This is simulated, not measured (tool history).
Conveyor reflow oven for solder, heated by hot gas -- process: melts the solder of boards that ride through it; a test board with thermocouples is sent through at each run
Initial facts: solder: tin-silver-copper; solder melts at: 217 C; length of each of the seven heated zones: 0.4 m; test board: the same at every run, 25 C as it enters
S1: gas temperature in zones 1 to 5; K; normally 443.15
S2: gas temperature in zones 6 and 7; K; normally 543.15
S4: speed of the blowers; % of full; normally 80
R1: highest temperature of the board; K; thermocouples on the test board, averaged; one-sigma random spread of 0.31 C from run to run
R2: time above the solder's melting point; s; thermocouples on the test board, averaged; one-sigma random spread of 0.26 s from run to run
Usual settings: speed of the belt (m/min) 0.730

run 1 hour=0.0 | S1=443.15 S2=543.15 speed_of_the_belt_(m/min)=0.730 S4=80 | R1=526.65 R2=49.6
run 2 hour=9.9 | S1=443.15 S2=543.15 speed_of_the_belt_(m/min)=0.683 S4=80 | R1=529.95 R2=54.5
run 3 hour=19.4 | S1=443.15 S2=543.15 speed_of_the_belt_(m/min)=0.730 S4=80 | R1=527.35 R2=49.3
run 4 hour=27.7 | S1=443.15 S2=543.15 speed_of_the_belt_(m/min)=0.730 S4=80 | R1=527.35 R2=49.6
run 5 hour=35.3 | S1=443.15 S2=543.15 speed_of_the_belt_(m/min)=0.730 S4=80 | R1=527.25 R2=49.5
run 6 hour=45.9 | S1=443.15 S2=543.15 speed_of_the_belt_(m/min)=0.730 S4=80 | R1=527.35 R2=49.6
run 7 hour=55.0 | S1=430.15 S2=543.15 speed_of_the_belt_(m/min)=0.730 S4=80 | R1=524.95 R2=44.6
run 8 hour=64.7 | S1=430.15 S2=543.15 speed_of_the_belt_(m/min)=0.730 S4=80 | R1=524.75 R2=44.6
run 9 hour=75.7 | S1=430.15 S2=543.15 speed_of_the_belt_(m/min)=0.730 S4=80 | R1=525.05 R2=45.0
run 10 hour=82.1 | S1=430.15 S2=543.15 speed_of_the_belt_(m/min)=0.730 S4=80 | R1=525.35 R2=44.3
run 11 hour=87.5 | S1=443.15 S2=543.15 speed_of_the_belt_(m/min)=0.705 S4=80 | R1=528.45 R2=51.9
run 12 hour=96.1 | S1=443.15 S2=543.15 speed_of_the_belt_(m/min)=0.705 S4=80 | R1=528.15 R2=52.3
run 13 hour=102.3 | S1=443.15 S2=543.15 speed_of_the_belt_(m/min)=0.705 S4=80 | R1=528.25 R2=52.1
run 14 hour=110.7 | S1=443.15 S2=543.15 speed_of_the_belt_(m/min)=0.705 S4=80 | R1=528.15 R2=52.2
run 15 hour=117.0 | S1=443.15 S2=535.15 speed_of_the_belt_(m/min)=0.730 S4=80 | R1=520.15 R2=44.8
run 16 hour=128.6 | S1=443.15 S2=535.15 speed_of_the_belt_(m/min)=0.730 S4=80 | R1=520.45 R2=44.5
run 17 hour=138.9 | S1=443.15 S2=543.15 speed_of_the_belt_(m/min)=0.753 S4=80 | R1=526.25 R2=47.0
run 18 hour=144.2 | S1=436.15 S2=542.15 speed_of_the_belt_(m/min)=0.651 S4=76 | R1=528.25 R2=54.8
run 19 hour=155.1 | S1=450.15 S2=543.15 speed_of_the_belt_(m/min)=0.616 S4=57 | R1=528.25 R2=62.4
run 20 hour=164.5 | S1=450.15 S2=543.15 speed_of_the_belt_(m/min)=0.616 S4=57 | R1=527.95 R2=62.0
run 21 hour=170.4 | S1=450.15 S2=543.15 speed_of_the_belt_(m/min)=0.616 S4=57 | R1=528.65 R2=61.3
run 22 hour=177.3 | S1=450.15 S2=543.15 speed_of_the_belt_(m/min)=0.616 S4=57 | R1=528.65 R2=62.1
run 23 hour=184.5 | S1=433.15 S2=548.15 speed_of_the_belt_(m/min)=0.616 S4=57 | R1=529.85 R2=57.0
run 24 hour=197.3 | S1=447.15 S2=537.15 speed_of_the_belt_(m/min)=0.739 S4=80 | R1=522.15 R2=46.9
run 25 hour=206.8 | S1=447.15 S2=537.15 speed_of_the_belt_(m/min)=0.739 S4=80 | R1=522.45 R2=47.0
run 26 hour=218.2 | S1=443.15 S2=541.15 speed_of_the_belt_(m/min)=0.730 S4=80 | R1=525.25 R2=48.1
run 27 hour=231.1 | S1=443.15 S2=546.15 speed_of_the_belt_(m/min)=0.879 S4=80 | R1=522.25 R2=37.2
run 28 hour=242.5 | S1=443.15 S2=554.15 speed_of_the_belt_(m/min)=0.879 S4=60 | R1=523.05 R2=36.6
run 29 hour=249.9 | S1=456.15 S2=532.15 speed_of_the_belt_(m/min)=0.814 S4=60 | R1=511.95 R2=35.6
run 30 hour=260.4 | S1=443.15 S2=543.15 speed_of_the_belt_(m/min)=0.640 S4=80 | R1=530.95 R2=60.0

Alternative continuations, all from the tool just after run 30; predict every row:
run A hour=266.3 | S1=442.15 S2=543.15 speed_of_the_belt_(m/min)=0.687 S4=79 | R1=? R2=?
run B hour=266.3 | S1=441.15 S2=536.15 speed_of_the_belt_(m/min)=0.669 S4=80 | R1=? R2=?
run C hour=266.3 | S1=428.15 S2=543.15 speed_of_the_belt_(m/min)=0.730 S4=80 | R1=? R2=?
run D hour=266.3 | S1=431.15 S2=543.15 speed_of_the_belt_(m/min)=0.838 S4=69 | R1=? R2=?

run=A R1=528.65 R2=53.2
run=B R1=523.45 R2=51.0
run=C R1=524.25 R2=44.0
run=D R1=517.25 R2=31.9
Without the tool's unlogged condition, the same runs would have read:
run=A R1=528.85 R2=53.3
run=B R1=523.65 R2=51.1
run=C R1=524.45 R2=44.1
run=D R1=517.45 R2=32.0
